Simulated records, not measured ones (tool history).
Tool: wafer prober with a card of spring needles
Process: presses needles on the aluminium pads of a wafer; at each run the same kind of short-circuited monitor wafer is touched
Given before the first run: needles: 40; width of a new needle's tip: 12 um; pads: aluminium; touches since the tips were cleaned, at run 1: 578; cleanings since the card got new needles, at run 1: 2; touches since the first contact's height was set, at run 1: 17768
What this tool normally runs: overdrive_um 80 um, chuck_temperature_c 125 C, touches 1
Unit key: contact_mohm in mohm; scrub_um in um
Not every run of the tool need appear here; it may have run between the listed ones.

| run | hour | overdrive_um | chuck_temperature_c | touches | touches since the tips were cleaned | cleanings since the card got new needles | touches since the first contact's height was set | contact_mohm | scrub_um |
|---|---|---|---|---|---|---|---|---|---|
| 1 | 0 | 80 | 125 | 1 | 578 | 2 | 17768 | 151 | 14.14 |
| 2 | 19.8 | 80 | 125 | 1 | 4489 | 2 | 21679 | 164 | 14.1 |
|  | 34.8 | tips cleaned on abrasive film |
| 3 | 39.6 | 80 | 125 | 1 | 955 | 3 | 25574 | 151 | 14.08 |
| 4 | 61.7 | 80 | 125 | 1 | 5305 | 3 | 29924 | 164 | 14.12 |
|  | 72.4 | tips cleaned on abrasive film |
| 5 | 79 | 80 | 125 | 1 | 1297 | 4 | 33330 | 154 | 14.07 |
| 6 | 100 | 80 | 125 | 1 | 5433 | 4 | 37466 | 165 | 14.06 |
|  | 109.1 | tips cleaned on abrasive film |
| 7 | 128.1 | 80 | 125 | 1 | 3749 | 5 | 42997 | 163 | 14.06 |
|  | 145.9 | tips cleaned on abrasive film |
| 8 | 151 | 60 | 125 | 1 | 1003 | 6 | 47497 | 155 | 10.51 |
| 9 | 175.3 | 80 | 35 | 1 | 5818 | 6 | 52312 | 150 | 14.03 |
|  | 182.7 | tips cleaned on abrasive film |
| 10 | 193.7 | 80 | 35 | 1 | 2158 | 7 | 55912 | 144 | 13.99 |
|  | 220.8 | tips cleaned on abrasive film |
| 11 | 220.9 | 80 | 35 | 1 | 30 | 8 | 61272 | 133 | 13.97 |
| 12 | 236.5 | 80 | 97 | 1 | 3112 | 8 | 64354 | 155 | 13.99 |
|  | 258.9 | tips cleaned on abrasive film |
| 13 | 261.3 | 80 | 38 | 1 | 484 | 9 | 69229 | 136 | 13.99 |
| 14 | 273.8 | 80 | 38 | 1 | 2950 | 9 | 71695 | 146 | 13.97 |
|  | 294.1 | height of the first contact set anew |
|  | 296.1 | tips cleaned on abrasive film |
| 15 | 298.7 | 80 | 38 | 1 | 505 | 10 | 883 | 137 | 14.1 |
| 16 | 327.4 | 80 | 38 | 1 | 6183 | 10 | 6561 | 151 | 14.14 |
|  | 333.1 | tips cleaned on abrasive film |
| 17 | 349.6 | 80 | 38 | 1 | 3261 | 11 | 10927 | 147 | 14.11 |
|  | 370.9 | tips cleaned on abrasive film |
| 18 | 377.3 | 65 | 38 | 3 | 1262 | 12 | 16373 | 140 | 11.43 |
| 19 | 399 | 70 | 75 | 3 | 5543 | 12 | 20654 | 147 | 12.35 |
|  | 408 | tips cleaned on abrasive film |
| 20 | 423.7 | 77 | 75 | 3 | 3090 | 13 | 25509 | 143 | 13.54 |
|  | 445.7 | tips cleaned on abrasive film |
| 21 | 454.2 | 79 | 27 | 1 | 1672 | 14 | 31514 | 138 | 13.88 |
| 22 | 477.1 | 79 | 27 | 1 | 6201 | 14 | 36043 | 150 | 13.9 |
|  | 483.7 | tips cleaned on abrasive film |
| 23 | 499.1 | 79 | 27 | 1 | 3049 | 15 | 40362 | 147 | 13.88 |
| 24 | 515.8 | 89 | 51 | 3 | 6353 | 15 | 43666 | 139 | 15.67 |
|  | 520.3 | tips cleaned on abrasive film |
| 25 | 534.8 | 89 | 51 | 3 | 2862 | 16 | 47381 | 139 | 15.61 |
|  | 558.8 | tips cleaned on abrasive film |
| 26 | 565.7 | 82 | 36 | 2 | 1377 | 17 | 53477 | 136 | 14.32 |
|  | 595.3 | tips cleaned on abrasive film |
| 27 | 596.4 | 80 | 125 | 2 | 209 | 18 | 59509 | 150 | 14.01 |
| 28 | 610.6 | 80 | 125 | 2 | 3011 | 18 | 62311 | 155 | 14.01 |
| 29 | 624.9 | 93 | 104 | 1 | 5835 | 18 | 65135 | 159 | 16.32 |
|  | 632.6 | tips cleaned on abrasive film |
| 30 | 640.5 | 63 | 30 | 1 | 1567 | 19 | 68202 | 147 | 10.94 |
| 31 | 665.5 | 76 | 72 | 1 | 6497 | 19 | 73132 | 156 | 13.29 |
|  | 670.9 | tips cleaned on abrasive film |
|  | 678.8 | height of the first contact set anew |
| 32 | 692.3 | 80 | 125 | 1 | 4151 | 20 | 2662 | 161 | 14.18 |
|  | 709.3 | tips cleaned on abrasive film |
| 33 | 713.1 | 80 | 125 | 1 | 746 | 21 | 6762 | 153 | 14.14 |
| 34 | 735.6 | 69 | 76 | 2 | 5191 | 21 | 11207 | 151 | 12.18 |

What if the next run were any one of these 4? Each begins from the tool's condition after run 34:
|  | 746.4 | tips cleaned on abrasive film |
| A | 749.3 | 97 | 31 | 2 | 570 | 22 | 13885 | ? | ? |
|  | 746.4 | tips cleaned on abrasive film |
| B | 749.3 | 81 | 93 | 2 | 570 | 22 | 13885 | ? | ? |
|  | 746.4 | tips cleaned on abrasive film |
| C | 749.3 | 69 | 117 | 2 | 570 | 22 | 13885 | ? | ? |
|  | 746.4 | tips cleaned on abrasive film |
| D | 749.3 | 61 | 120 | 1 | 570 | 22 | 13885 | ? | ? |

| run | contact_mohm | scrub_um |
|---|---|---|
| A | 129 | 17.13 |
| B | 142 | 14.33 |
| C | 148 | 12.17 |
| D | 154 | 10.74 |
With the hidden condition removed and each run's random variation left untouched, the same runs would have given:
| run | contact_mohm | scrub_um |
|---|---|---|
| A | 128 | 17.17 |
| B | 141 | 14.38 |
| C | 147 | 12.21 |
| D | 148 | 10.78 |
